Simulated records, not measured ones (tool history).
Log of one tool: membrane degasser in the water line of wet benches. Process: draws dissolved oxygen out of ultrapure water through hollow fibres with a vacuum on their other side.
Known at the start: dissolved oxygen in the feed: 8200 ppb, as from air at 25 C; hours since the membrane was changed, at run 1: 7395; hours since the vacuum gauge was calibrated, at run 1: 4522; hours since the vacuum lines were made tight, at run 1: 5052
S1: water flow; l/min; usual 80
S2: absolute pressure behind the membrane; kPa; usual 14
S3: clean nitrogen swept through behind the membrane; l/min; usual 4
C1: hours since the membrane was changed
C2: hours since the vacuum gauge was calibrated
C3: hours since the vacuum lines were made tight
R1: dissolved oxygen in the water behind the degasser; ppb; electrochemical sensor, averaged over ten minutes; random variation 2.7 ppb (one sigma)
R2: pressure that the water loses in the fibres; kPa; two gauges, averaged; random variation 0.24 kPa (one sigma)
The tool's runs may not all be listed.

| run | day | S1 | S2 | S3 | C1 | C2 | C3 | R1 | R2 |
|---|---|---|---|---|---|---|---|---|---|
| 1 | 0 | 80 | 14 | 4 | 7395 | 4522 | 5052 | 480.3 | 65.86 |
| 2 | 9.054 | 80 | 14 | 4 | 7613 | 4739 | 5269 | 484.2 | 65.7 |
| 3 | 20.9 | 80 | 8.4 | 4 | 7897 | 5023 | 5554 | 252.3 | 66 |
| 4 | 29.646 | 80 | 8.4 | 4 | 8107 | 5233 | 5764 | 253.3 | 65.87 |
| 5 | 35.725 | 80 | 8.4 | 4 | 8253 | 5379 | 5910 | 254.8 | 65.84 |
|  | 41.054 | vacuum gauge calibrated |
| 6 | 49.242 | 80 | 8.4 | 4 | 8577 | 196 | 6233 | 243.8 | 66.34 |
| 7 | 55.962 | 80 | 8.4 | 4 | 8738 | 358 | 6395 | 244 | 66.63 |
| 8 | 67.183 | 80 | 8.4 | 4 | 9007 | 627 | 6664 | 243.4 | 66.26 |
| 9 | 74.267 | 106 | 14 | 4 | 9177 | 797 | 6834 | 625.5 | 88.38 |
| 10 | 86.812 | 106 | 14 | 4 | 9478 | 1098 | 7135 | 630.6 | 87.89 |
| 11 | 96.712 | 104 | 14 | 6.92 | 9716 | 1336 | 7373 | 405.3 | 86.93 |
| 12 | 107.188 | 56 | 35 | 2.16 | 9967 | 1587 | 7624 | 1516.5 | 46.81 |
| 13 | 120.508 | 55 | 14 | 4 | 10287 | 1907 | 7944 | 341.2 | 46.5 |
|  | 124.542 | seals of the vacuum lines changed |
| 14 | 128.079 | 75 | 14 | 1.73 | 10467 | 2087 | 85 | 863 | 63.01 |
| 15 | 141.608 | 75 | 14 | 1.73 | 10791 | 2411 | 410 | 863.6 | 63.09 |
| 16 | 147.412 | 80 | 32.8 | 4.14 | 10931 | 2551 | 549 | 1139.9 | 67.53 |
| 17 | 160.217 | 93 | 18.9 | 2.41 | 11238 | 2858 | 856 | 1131.3 | 78.19 |

5 ways to go on from here, each from the tool as it stands after run 17. What would each give?
| A | 171.096 | 96 | 15 | 2.41 | 11499 | 3119 | 1117 | ? | ? |
| B | 171.096 | 77 | 18.9 | 4.37 | 11499 | 3119 | 1117 | ? | ? |
| C | 171.096 | 122 | 14 | 4 | 11499 | 3119 | 1117 | ? | ? |
| D | 171.096 | 113 | 17.5 | 7.21 | 11499 | 3119 | 1117 | ? | ? |
| E | 171.096 | 64 | 21.8 | 7.11 | 11499 | 3119 | 1117 | ? | ? |

| run | R1 | R2 |
|---|---|---|
| A | 911.5 | 82.16 |
| B | 610.6 | 65.01 |
| C | 734.7 | 103.76 |
| D | 552.6 | 96.13 |
| E | 391.1 | 54.56 |
Without the tool's hidden state the same runs would have given:
| run | R1 | R2 |
|---|---|---|
| A | 885.7 | 74.37 |
| B | 596.9 | 58.82 |
| C | 696 | 93.89 |
| D | 522.3 | 86.99 |
| E | 383.6 | 49.38 |

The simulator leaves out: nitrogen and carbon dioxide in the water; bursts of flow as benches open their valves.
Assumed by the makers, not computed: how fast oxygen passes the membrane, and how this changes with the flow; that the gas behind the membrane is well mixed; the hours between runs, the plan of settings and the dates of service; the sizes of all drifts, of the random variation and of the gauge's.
